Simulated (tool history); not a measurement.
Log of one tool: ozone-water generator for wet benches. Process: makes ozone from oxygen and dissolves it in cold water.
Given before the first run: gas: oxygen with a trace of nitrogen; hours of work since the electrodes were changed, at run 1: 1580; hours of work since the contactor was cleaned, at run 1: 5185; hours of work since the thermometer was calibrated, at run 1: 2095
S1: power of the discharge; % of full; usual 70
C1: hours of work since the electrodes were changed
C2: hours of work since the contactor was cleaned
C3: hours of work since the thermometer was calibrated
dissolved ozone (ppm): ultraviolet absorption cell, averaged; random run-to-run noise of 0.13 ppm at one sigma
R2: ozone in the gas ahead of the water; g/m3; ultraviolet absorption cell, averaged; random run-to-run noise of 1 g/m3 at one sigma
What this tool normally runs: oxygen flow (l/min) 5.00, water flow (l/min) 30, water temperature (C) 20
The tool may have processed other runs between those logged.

run 1 hour=0.0 | S1=70 oxygen_flow_(l/min)=5.00 water_flow_(l/min)=30 water_temperature_(C)=20 | C1=1580 C2=5185 C3=2095 | dissolved_ozone_(ppm)=13.3 R2=171.9
run 2 hour=68.4 | S1=70 oxygen_flow_(l/min)=5.00 water_flow_(l/min)=30 water_temperature_(C)=20 | C1=1622 C2=5228 C3=2137 | dissolved_ozone_(ppm)=13.3 R2=170.4
run 3 hour=181.1 | S1=70 oxygen_flow_(l/min)=5.00 water_flow_(l/min)=30 water_temperature_(C)=20 | C1=1691 C2=5297 C3=2206 | dissolved_ozone_(ppm)=13.0 R2=169.3
run 4 hour=262.2 | S1=70 oxygen_flow_(l/min)=5.00 water_flow_(l/min)=30 water_temperature_(C)=20 | C1=1741 C2=5347 C3=2256 | dissolved_ozone_(ppm)=13.3 R2=171.2
run 5 hour=347.5 | S1=70 oxygen_flow_(l/min)=5.00 water_flow_(l/min)=30 water_temperature_(C)=20 | C1=1794 C2=5400 C3=2309 | dissolved_ozone_(ppm)=13.1 R2=171.3
run 6 hour=457.5 | S1=70 oxygen_flow_(l/min)=5.00 water_flow_(l/min)=30 water_temperature_(C)=20 | C1=1862 C2=5468 C3=2377 | dissolved_ozone_(ppm)=13.2 R2=169.9
run 7 hour=537.7 | S1=70 oxygen_flow_(l/min)=5.00 water_flow_(l/min)=30 water_temperature_(C)=20 | C1=1911 C2=5517 C3=2426 | dissolved_ozone_(ppm)=13.4 R2=171.3
run 8 hour=608.4 | S1=70 oxygen_flow_(l/min)=3.70 water_flow_(l/min)=30 water_temperature_(C)=20 | C1=1955 C2=5561 C3=2470 | dissolved_ozone_(ppm)=13.1 R2=211.4
run 9 hour=668.3 | S1=70 oxygen_flow_(l/min)=3.70 water_flow_(l/min)=30 water_temperature_(C)=20 | C1=1992 C2=5598 C3=2507 | dissolved_ozone_(ppm)=13.2 R2=207.1
-- hour=769.9 contactor cleaned
run 10 hour=774.2 | S1=70 oxygen_flow_(l/min)=5.00 water_flow_(l/min)=42 water_temperature_(C)=20 | C1=2055 C2=3 C3=2570 | dissolved_ozone_(ppm)=10.0 R2=169.7
run 11 hour=884.6 | S1=70 oxygen_flow_(l/min)=2.88 water_flow_(l/min)=30 water_temperature_(C)=20 | C1=2123 C2=71 C3=2638 | dissolved_ozone_(ppm)=13.3 R2=248.2
run 12 hour=994.3 | S1=70 oxygen_flow_(l/min)=2.88 water_flow_(l/min)=20 water_temperature_(C)=20 | C1=2191 C2=139 C3=2706 | dissolved_ozone_(ppm)=19.5 R2=248.9
run 13 hour=1056.8 | S1=70 oxygen_flow_(l/min)=5.00 water_flow_(l/min)=30 water_temperature_(C)=20 | C1=2229 C2=177 C3=2744 | dissolved_ozone_(ppm)=13.5 R2=167.9
run 14 hour=1161.0 | S1=61 oxygen_flow_(l/min)=5.00 water_flow_(l/min)=30 water_temperature_(C)=20 | C1=2294 C2=241 C3=2809 | dissolved_ozone_(ppm)=12.1 R2=152.9
-- hour=1211.8 water thermometer calibrated
run 15 hour=1220.9 | S1=61 oxygen_flow_(l/min)=5.00 water_flow_(l/min)=30 water_temperature_(C)=20 | C1=2330 C2=278 C3=6 | dissolved_ozone_(ppm)=12.3 R2=153.0
run 16 hour=1290.8 | S1=61 oxygen_flow_(l/min)=5.00 water_flow_(l/min)=30 water_temperature_(C)=20 | C1=2373 C2=321 C3=49 | dissolved_ozone_(ppm)=12.5 R2=154.2
run 17 hour=1346.4 | S1=61 oxygen_flow_(l/min)=5.00 water_flow_(l/min)=30 water_temperature_(C)=20 | C1=2408 C2=355 C3=83 | dissolved_ozone_(ppm)=12.1 R2=155.0
run 18 hour=1444.2 | S1=83 oxygen_flow_(l/min)=5.00 water_flow_(l/min)=25 water_temperature_(C)=20 | C1=2468 C2=416 C3=143 | dissolved_ozone_(ppm)=17.6 R2=191.6
run 19 hour=1523.7 | S1=83 oxygen_flow_(l/min)=5.00 water_flow_(l/min)=25 water_temperature_(C)=20 | C1=2517 C2=465 C3=192 | dissolved_ozone_(ppm)=17.5 R2=190.4
run 20 hour=1621.9 | S1=67 oxygen_flow_(l/min)=5.31 water_flow_(l/min)=29 water_temperature_(C)=13 | C1=2578 C2=525 C3=253 | dissolved_ozone_(ppm)=14.2 R2=157.5
run 21 hour=1687.3 | S1=67 oxygen_flow_(l/min)=5.31 water_flow_(l/min)=29 water_temperature_(C)=13 | C1=2618 C2=566 C3=293 | dissolved_ozone_(ppm)=14.1 R2=157.0
run 22 hour=1773.6 | S1=97 oxygen_flow_(l/min)=5.31 water_flow_(l/min)=29 water_temperature_(C)=13 | C1=2671 C2=619 C3=347 | dissolved_ozone_(ppm)=18.8 R2=202.9
run 23 hour=1854.1 | S1=44 oxygen_flow_(l/min)=5.00 water_flow_(l/min)=30 water_temperature_(C)=17 | C1=2721 C2=669 C3=396 | dissolved_ozone_(ppm)=10.1 R2=122.3
-- hour=1958.1 water thermometer calibrated, once more
run 24 hour=1965.7 | S1=44 oxygen_flow_(l/min)=2.87 water_flow_(l/min)=30 water_temperature_(C)=13 | C1=2790 C2=737 C3=5 | dissolved_ozone_(ppm)=10.2 R2=179.8
run 25 hour=2018.2 | S1=44 oxygen_flow_(l/min)=2.87 water_flow_(l/min)=30 water_temperature_(C)=13 | C1=2822 C2=770 C3=37 | dissolved_ozone_(ppm)=10.1 R2=180.1
run 26 hour=2092.8 | S1=70 oxygen_flow_(l/min)=5.55 water_flow_(l/min)=30 water_temperature_(C)=20 | C1=2868 C2=816 C3=83 | dissolved_ozone_(ppm)=13.4 R2=156.3
run 27 hour=2173.3 | S1=70 oxygen_flow_(l/min)=5.55 water_flow_(l/min)=30 water_temperature_(C)=20 | C1=2918 C2=865 C3=133 | dissolved_ozone_(ppm)=13.2 R2=154.7
run 28 hour=2279.7 | S1=49 oxygen_flow_(l/min)=3.09 water_flow_(l/min)=31 water_temperature_(C)=25 | C1=2983 C2=931 C3=198 | dissolved_ozone_(ppm)=9.4 R2=181.6
run 29 hour=2338.5 | S1=49 oxygen_flow_(l/min)=3.09 water_flow_(l/min)=31 water_temperature_(C)=25 | C1=3020 C2=967 C3=235 | dissolved_ozone_(ppm)=9.4 R2=181.3
run 30 hour=2405.2 | S1=71 oxygen_flow_(l/min)=3.94 water_flow_(l/min)=19 water_temperature_(C)=25 | C1=3061 C2=1009 C3=276 | dissolved_ozone_(ppm)=18.3 R2=201.1
run 31 hour=2465.7 | S1=71 oxygen_flow_(l/min)=3.94 water_flow_(l/min)=19 water_temperature_(C)=25 | C1=3098 C2=1046 C3=313 | dissolved_ozone_(ppm)=18.4 R2=199.6
run 32 hour=2548.5 | S1=69 oxygen_flow_(l/min)=3.01 water_flow_(l/min)=19 water_temperature_(C)=25 | C1=3149 C2=1097 C3=364 | dissolved_ozone_(ppm)=18.7 R2=234.6
run 33 hour=2620.6 | S1=69 oxygen_flow_(l/min)=3.01 water_flow_(l/min)=19 water_temperature_(C)=25 | C1=3194 C2=1142 C3=409 | dissolved_ozone_(ppm)=18.8 R2=236.4
run 34 hour=2726.6 | S1=69 oxygen_flow_(l/min)=3.01 water_flow_(l/min)=19 water_temperature_(C)=25 | C1=3259 C2=1207 C3=474 | dissolved_ozone_(ppm)=18.4 R2=234.5

Same runs, no hidden state in the tool, same run-to-run variation:
Unlogged tool condition in this case: yield of the discharge, % of new electrodes'; contactor's efficiency, % of a clean one's; true water temperature over the reading, C; drift of the gauge itself on ozone_ppm, %; drift of the gauge itself on gas_g_m3, %.
run=1 dissolved_ozone_(ppm)=14.0 R2=175.4
run=2 dissolved_ozone_(ppm)=14.0 R2=173.9
run=3 dissolved_ozone_(ppm)=13.7 R2=173.0
run=4 dissolved_ozone_(ppm)=14.0 R2=175.0
run=5 dissolved_ozone_(ppm)=13.9 R2=175.2
run=6 dissolved_ozone_(ppm)=14.0 R2=174.0
run=7 dissolved_ozone_(ppm)=14.2 R2=175.5
run=8 dissolved_ozone_(ppm)=13.9 R2=216.7
run=9 dissolved_ozone_(ppm)=14.0 R2=212.4
run=10 dissolved_ozone_(ppm)=10.2 R2=174.2
run=11 dissolved_ozone_(ppm)=13.7 R2=254.9
run=12 dissolved_ozone_(ppm)=20.1 R2=255.8
run=13 dissolved_ozone_(ppm)=13.9 R2=172.7
run=14 dissolved_ozone_(ppm)=12.4 R2=157.0
run=15 dissolved_ozone_(ppm)=12.6 R2=157.2
run=16 dissolved_ozone_(ppm)=12.8 R2=158.4
run=17 dissolved_ozone_(ppm)=12.5 R2=159.3
run=18 dissolved_ozone_(ppm)=18.3 R2=198.4
run=19 dissolved_ozone_(ppm)=18.2 R2=197.3
run=20 dissolved_ozone_(ppm)=14.8 R2=162.6
run=21 dissolved_ozone_(ppm)=14.7 R2=162.1
run=22 dissolved_ozone_(ppm)=19.7 R2=211.5
run=23 dissolved_ozone_(ppm)=10.4 R2=125.1
run=24 dissolved_ozone_(ppm)=10.5 R2=184.1
run=25 dissolved_ozone_(ppm)=10.4 R2=184.6
run=26 dissolved_ozone_(ppm)=14.0 R2=162.2
run=27 dissolved_ozone_(ppm)=13.8 R2=160.7
run=28 dissolved_ozone_(ppm)=9.8 R2=186.9
run=29 dissolved_ozone_(ppm)=9.7 R2=186.7
run=30 dissolved_ozone_(ppm)=19.1 R2=209.2
run=31 dissolved_ozone_(ppm)=19.3 R2=207.8
run=32 dissolved_ozone_(ppm)=19.6 R2=244.2
run=33 dissolved_ozone_(ppm)=19.7 R2=246.2
run=34 dissolved_ozone_(ppm)=19.3 R2=244.5
